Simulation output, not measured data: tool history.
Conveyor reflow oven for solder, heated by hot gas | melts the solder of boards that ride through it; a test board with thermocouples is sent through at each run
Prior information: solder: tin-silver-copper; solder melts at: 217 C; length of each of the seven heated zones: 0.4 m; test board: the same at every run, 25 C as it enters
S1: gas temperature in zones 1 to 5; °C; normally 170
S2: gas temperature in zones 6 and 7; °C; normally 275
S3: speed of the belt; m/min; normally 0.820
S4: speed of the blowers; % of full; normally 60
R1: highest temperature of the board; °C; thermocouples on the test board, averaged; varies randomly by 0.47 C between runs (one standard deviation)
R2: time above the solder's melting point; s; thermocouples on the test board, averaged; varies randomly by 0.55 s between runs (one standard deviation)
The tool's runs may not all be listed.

{"run": 1, "hour": 0.0, "S1": 170, "S2": 275, "S3": 0.82, "S4": 60, "R1": 245.7, "R2": 36.0}
{"run": 2, "hour": 50.4, "S1": 170, "S2": 275, "S3": 0.82, "S4": 60, "R1": 245.1, "R2": 36.2}
{"run": 3, "hour": 100.1, "S1": 170, "S2": 275, "S3": 0.82, "S4": 60, "R1": 244.5, "R2": 35.5}
{"run": 4, "hour": 158.8, "S1": 170, "S2": 275, "S3": 0.82, "S4": 60, "R1": 244.4, "R2": 34.7}
{"hour": 195.9, "done": "flux residue cleaned out of gas plates and filters"}
{"run": 5, "hour": 228.2, "S1": 170, "S2": 276, "S3": 0.82, "S4": 60, "R1": 242.4, "R2": 33.7}
{"run": 6, "hour": 271.0, "S1": 170, "S2": 276, "S3": 0.82, "S4": 60, "R1": 242.5, "R2": 32.9}
{"hour": 323.3, "done": "belt drive overhauled, speed set with a stopwatch"}
{"run": 7, "hour": 329.9, "S1": 170, "S2": 275, "S3": 0.82, "S4": 60, "R1": 241.3, "R2": 32.1}
{"run": 8, "hour": 365.7, "S1": 170, "S2": 275, "S3": 0.82, "S4": 60, "R1": 239.6, "R2": 31.3}
{"run": 9, "hour": 421.2, "S1": 170, "S2": 275, "S3": 0.82, "S4": 75, "R1": 245.1, "R2": 36.0}
{"run": 10, "hour": 466.4, "S1": 176, "S2": 285, "S3": 0.717, "S4": 68, "R1": 258.2, "R2": 53.8}
{"run": 11, "hour": 512.1, "S1": 176, "S2": 285, "S3": 0.717, "S4": 68, "R1": 257.2, "R2": 52.7}
{"hour": 528.7, "done": "flux residue cleaned out of gas plates and filters, once more"}
{"run": 12, "hour": 582.2, "S1": 176, "S2": 285, "S3": 0.717, "S4": 68, "R1": 262.5, "R2": 56.7}

Forecast run 13:
{"run": 13, "hour": 621.1, "S1": 176, "S2": 281, "S3": 0.717, "S4": 68, "R1": "?", "R2": "?"}

R1: 260.3 °C
R2: 54.7 s
With no hidden state in the tool, this same run would have given R1 261.6 °C, R2 55.4 s.
